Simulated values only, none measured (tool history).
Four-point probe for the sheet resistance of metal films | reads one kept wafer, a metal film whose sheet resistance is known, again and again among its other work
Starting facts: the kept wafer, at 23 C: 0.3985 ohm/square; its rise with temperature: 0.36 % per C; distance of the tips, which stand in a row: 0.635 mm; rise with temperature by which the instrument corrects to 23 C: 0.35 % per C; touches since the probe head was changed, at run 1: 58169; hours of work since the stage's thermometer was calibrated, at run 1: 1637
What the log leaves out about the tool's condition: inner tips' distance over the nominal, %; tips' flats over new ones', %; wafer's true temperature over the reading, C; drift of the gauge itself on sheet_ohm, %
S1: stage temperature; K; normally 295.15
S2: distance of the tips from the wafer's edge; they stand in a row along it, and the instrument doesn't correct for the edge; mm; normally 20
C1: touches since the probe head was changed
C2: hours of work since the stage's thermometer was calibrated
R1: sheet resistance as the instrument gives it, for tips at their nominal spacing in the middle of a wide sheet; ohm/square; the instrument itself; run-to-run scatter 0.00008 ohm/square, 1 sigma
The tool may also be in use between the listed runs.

run	hour	S1	S2	C1	C2	R1
1	0.0	295.15	20	58169	1637	0.401370
2	77.9	299.15	20	59528	1674	0.401607
3	161.0	299.15	4	60977	1713	0.406928
4	255.9	299.15	3	62633	1758	0.411008
5	329.9	299.15	3	63924	1793	0.411217
6	376.9	299.15	3	64744	1815	0.411099
7	458.8	299.15	3	66173	1854	0.410964
8	564.1	299.15	3	68009	1904	0.411193
9	634.2	300.15	20	69232	1937	0.401732
10	722.4	300.15	46	70770	1978	0.401978
# hour 769.1: stage's thermometer calibrated
11	808.5	300.15	46	72264	19	0.402117
12	870.7	298.15	20	73350	48	0.402275
13	979.5	298.15	20	75248	99	0.402323
14	1076.9	300.15	7	76946	145	0.404024
# hour 1094.2: stage's thermometer calibrated, once more
15	1175.9	295.15	10	78665	39	0.401992
16	1267.4	295.15	10	80261	82	0.401934
17	1321.6	295.15	10	81206	107	0.402019
18	1416.5	296.15	51	82862	152	0.401210
19	1493.5	296.15	74	84206	188	0.401324
20	1541.1	297.15	8	85036	211	0.402716
21	1637.1	297.15	8	86709	256	0.402765
22	1715.8	297.15	8	88083	293	0.402864
23	1792.1	303.15	10	89415	329	0.402668
24	1865.4	299.15	13	90692	364	0.402150
25	1959.5	291.15	15	92335	408	0.401796

3 ways to go on from here, each from the tool as it stands after run 25. What would each give?
A	2063.6	296.15	15	94150	458	?
B	2063.6	300.15	22	94150	458	?
C	2063.6	297.15	38	94150	458	?

run	R1
A	0.402123
B	0.402032
C	0.401805
Without the tool's unlogged condition, the same runs would have read:
run	R1
A	0.398967
B	0.398879
C	0.398652

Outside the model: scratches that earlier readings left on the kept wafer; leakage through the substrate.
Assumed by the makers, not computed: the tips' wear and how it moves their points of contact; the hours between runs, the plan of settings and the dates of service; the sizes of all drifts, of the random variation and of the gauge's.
